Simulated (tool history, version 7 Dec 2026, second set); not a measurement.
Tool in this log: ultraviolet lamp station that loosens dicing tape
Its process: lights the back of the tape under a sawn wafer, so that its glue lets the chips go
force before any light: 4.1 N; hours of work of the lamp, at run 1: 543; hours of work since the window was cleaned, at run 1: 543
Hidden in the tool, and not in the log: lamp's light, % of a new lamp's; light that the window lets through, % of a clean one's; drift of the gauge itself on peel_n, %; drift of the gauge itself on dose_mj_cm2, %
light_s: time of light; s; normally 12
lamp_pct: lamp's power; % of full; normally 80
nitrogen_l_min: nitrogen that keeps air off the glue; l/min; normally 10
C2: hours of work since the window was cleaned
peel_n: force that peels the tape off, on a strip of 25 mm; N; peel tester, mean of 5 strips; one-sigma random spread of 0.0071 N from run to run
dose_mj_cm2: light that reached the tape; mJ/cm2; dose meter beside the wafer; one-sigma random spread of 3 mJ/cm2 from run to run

run 1 hour=0 | light_s=12 lamp_pct=80 nitrogen_l_min=10 | hours_of_work_of_the_lamp=543 C2=543 | peel_n=0.681 dose_mj_cm2=263
run 2 hour=70.6 | light_s=12 lamp_pct=89 nitrogen_l_min=10 | hours_of_work_of_the_lamp=597 C2=597 | peel_n=0.616 dose_mj_cm2=272
run 3 hour=131.4 | light_s=12 lamp_pct=89 nitrogen_l_min=10 | hours_of_work_of_the_lamp=643 C2=643 | peel_n=0.685 dose_mj_cm2=258
-- hour=137 window cleaned of glue's vapour
-- hour=162.9 lamp changed
run 4 hour=186.1 | light_s=12 lamp_pct=89 nitrogen_l_min=7 | hours_of_work_of_the_lamp=18 C2=37 | peel_n=0.344 dose_mj_cm2=420
run 5 hour=222.5 | light_s=12 lamp_pct=71 nitrogen_l_min=10 | hours_of_work_of_the_lamp=46 C2=65 | peel_n=0.475 dose_mj_cm2=326
run 6 hour=262.8 | light_s=12 lamp_pct=71 nitrogen_l_min=10 | hours_of_work_of_the_lamp=76 C2=95 | peel_n=0.486 dose_mj_cm2=311
run 7 hour=297.6 | light_s=12 lamp_pct=71 nitrogen_l_min=10 | hours_of_work_of_the_lamp=103 C2=122 | peel_n=0.516 dose_mj_cm2=311
run 8 hour=349.3 | light_s=12 lamp_pct=80 nitrogen_l_min=5 | hours_of_work_of_the_lamp=142 C2=161 | peel_n=0.646 dose_mj_cm2=336
run 9 hour=388.4 | light_s=12 lamp_pct=80 nitrogen_l_min=5 | hours_of_work_of_the_lamp=172 C2=191 | peel_n=0.689 dose_mj_cm2=327
-- hour=398.2 window cleaned of glue's vapour, once more
run 10 hour=431.5 | light_s=12 lamp_pct=80 nitrogen_l_min=5 | hours_of_work_of_the_lamp=205 C2=25 | peel_n=0.528 dose_mj_cm2=375
run 11 hour=472.2 | light_s=7 lamp_pct=80 nitrogen_l_min=10 | hours_of_work_of_the_lamp=236 C2=56 | peel_n=0.948 dose_mj_cm2=211
run 12 hour=538.8 | light_s=7 lamp_pct=80 nitrogen_l_min=10 | hours_of_work_of_the_lamp=286 C2=107 | peel_n=0.988 dose_mj_cm2=201
run 13 hour=603.4 | light_s=9 lamp_pct=80 nitrogen_l_min=10 | hours_of_work_of_the_lamp=336 C2=157 | peel_n=0.736 dose_mj_cm2=252
run 14 hour=640.9 | light_s=12 lamp_pct=80 nitrogen_l_min=10 | hours_of_work_of_the_lamp=364 C2=185 | peel_n=0.468 dose_mj_cm2=322
run 15 hour=707.9 | light_s=12 lamp_pct=80 nitrogen_l_min=14 | hours_of_work_of_the_lamp=415 C2=236 | peel_n=0.453 dose_mj_cm2=306
run 16 hour=761.9 | light_s=12 lamp_pct=80 nitrogen_l_min=14 | hours_of_work_of_the_lamp=457 C2=277 | peel_n=0.49 dose_mj_cm2=291
run 17 hour=794.3 | light_s=12 lamp_pct=80 nitrogen_l_min=10 | hours_of_work_of_the_lamp=481 C2=302 | peel_n=0.589 dose_mj_cm2=286
run 18 hour=835.3 | light_s=12 lamp_pct=80 nitrogen_l_min=10 | hours_of_work_of_the_lamp=512 C2=333 | peel_n=0.656 dose_mj_cm2=276
run 19 hour=870.6 | light_s=12 lamp_pct=80 nitrogen_l_min=10 | hours_of_work_of_the_lamp=539 C2=360 | peel_n=0.687 dose_mj_cm2=271
run 20 hour=935.8 | light_s=12 lamp_pct=80 nitrogen_l_min=10 | hours_of_work_of_the_lamp=589 C2=410 | peel_n=0.744 dose_mj_cm2=252
run 21 hour=999.2 | light_s=12 lamp_pct=80 nitrogen_l_min=10 | hours_of_work_of_the_lamp=638 C2=458 | peel_n=0.813 dose_mj_cm2=235
-- hour=1038.7 lamp changed
run 22 hour=1053.6 | light_s=12 lamp_pct=80 nitrogen_l_min=10 | hours_of_work_of_the_lamp=11 C2=499 | peel_n=0.313 dose_mj_cm2=398
run 23 hour=1119.1 | light_s=11 lamp_pct=70 nitrogen_l_min=5 | hours_of_work_of_the_lamp=61 C2=549 | peel_n=0.729 dose_mj_cm2=306
run 24 hour=1186.7 | light_s=9 lamp_pct=91 nitrogen_l_min=12 | hours_of_work_of_the_lamp=113 C2=601 | peel_n=0.45 dose_mj_cm2=314
run 25 hour=1217.3 | light_s=8 lamp_pct=80 nitrogen_l_min=9 | hours_of_work_of_the_lamp=136 C2=624 | peel_n=0.843 dose_mj_cm2=238
-- hour=1246.9 window cleaned of glue's vapour
run 26 hour=1282.1 | light_s=8 lamp_pct=80 nitrogen_l_min=9 | hours_of_work_of_the_lamp=185 C2=27 | peel_n=0.751 dose_mj_cm2=252
run 27 hour=1347.2 | light_s=8 lamp_pct=64 nitrogen_l_min=8 | hours_of_work_of_the_lamp=235 C2=77 | peel_n=1.152 dose_mj_cm2=193
run 28 hour=1385.9 | light_s=8 lamp_pct=64 nitrogen_l_min=8 | hours_of_work_of_the_lamp=264 C2=106 | peel_n=1.206 dose_mj_cm2=187
run 29 hour=1454 | light_s=12 lamp_pct=95 nitrogen_l_min=10 | hours_of_work_of_the_lamp=316 C2=158 | peel_n=0.315 dose_mj_cm2=397
run 30 hour=1503.4 | light_s=12 lamp_pct=95 nitrogen_l_min=10 | hours_of_work_of_the_lamp=354 C2=196 | peel_n=0.348 dose_mj_cm2=381
run 31 hour=1538.2 | light_s=12 lamp_pct=95 nitrogen_l_min=10 | hours_of_work_of_the_lamp=381 C2=222 | peel_n=0.368 dose_mj_cm2=370
run 32 hour=1580.9 | light_s=12 lamp_pct=95 nitrogen_l_min=10 | hours_of_work_of_the_lamp=413 C2=255 | peel_n=0.37 dose_mj_cm2=357
run 33 hour=1632.5 | light_s=22 lamp_pct=80 nitrogen_l_min=17 | hours_of_work_of_the_lamp=453 C2=294 | peel_n=0.156 dose_mj_cm2=526
run 34 hour=1699.5 | light_s=22 lamp_pct=80 nitrogen_l_min=17 | hours_of_work_of_the_lamp=504 C2=345 | peel_n=0.161 dose_mj_cm2=491
run 35 hour=1739.5 | light_s=22 lamp_pct=80 nitrogen_l_min=17 | hours_of_work_of_the_lamp=534 C2=376 | peel_n=0.175 dose_mj_cm2=478
run 36 hour=1777.5 | light_s=22 lamp_pct=79 nitrogen_l_min=8 | hours_of_work_of_the_lamp=563 C2=405 | peel_n=0.273 dose_mj_cm2=462
run 37 hour=1823.8 | light_s=13 lamp_pct=79 nitrogen_l_min=10 | hours_of_work_of_the_lamp=598 C2=440 | peel_n=0.701 dose_mj_cm2=253
run 38 hour=1869 | light_s=7 lamp_pct=90 nitrogen_l_min=10 | hours_of_work_of_the_lamp=633 C2=474 | peel_n=1.41 dose_mj_cm2=148
-- hour=1914.4 lamp changed
run 39 hour=1925.7 | light_s=12 lamp_pct=98 nitrogen_l_min=10 | hours_of_work_of_the_lamp=9 C2=517 | peel_n=0.201 dose_mj_cm2=497
run 40 hour=1979.9 | light_s=8 lamp_pct=80 nitrogen_l_min=10 | hours_of_work_of_the_lamp=50 C2=558 | peel_n=0.692 dose_mj_cm2=263
run 41 hour=2051.7 | light_s=8 lamp_pct=80 nitrogen_l_min=10 | hours_of_work_of_the_lamp=105 C2=613 | peel_n=0.72 dose_mj_cm2=249
-- hour=2097.1 window cleaned of glue's vapour
run 42 hour=2123.6 | light_s=8 lamp_pct=80 nitrogen_l_min=10 | hours_of_work_of_the_lamp=159 C2=20 | peel_n=0.693 dose_mj_cm2=261
run 43 hour=2195.1 | light_s=12 lamp_pct=91 nitrogen_l_min=7 | hours_of_work_of_the_lamp=214 C2=75 | peel_n=0.35 dose_mj_cm2=425

Forecast each of these 4 alternatives for the next run:
run A hour=2254.6 | light_s=12 lamp_pct=91 nitrogen_l_min=3 | hours_of_work_of_the_lamp=259 C2=120 | peel_n=? dose_mj_cm2=?
run B hour=2254.6 | light_s=19 lamp_pct=91 nitrogen_l_min=3 | hours_of_work_of_the_lamp=259 C2=120 | peel_n=? dose_mj_cm2=?
run C hour=2254.6 | light_s=8 lamp_pct=75 nitrogen_l_min=12 | hours_of_work_of_the_lamp=259 C2=120 | peel_n=? dose_mj_cm2=?
run D hour=2254.6 | light_s=11 lamp_pct=68 nitrogen_l_min=7 | hours_of_work_of_the_lamp=259 C2=120 | peel_n=? dose_mj_cm2=?

run=A peel_n=0.611 dose_mj_cm2=408
run=B peel_n=0.261 dose_mj_cm2=642
run=C peel_n=0.836 dose_mj_cm2=226
run=D peel_n=0.727 dose_mj_cm2=277
With the hidden condition removed and each run's random variation left untouched, the same runs would have given:
run=A peel_n=0.411 dose_mj_cm2=506
run=B peel_n=0.177 dose_mj_cm2=796
run=C peel_n=0.586 dose_mj_cm2=281
run=D peel_n=0.504 dose_mj_cm2=344
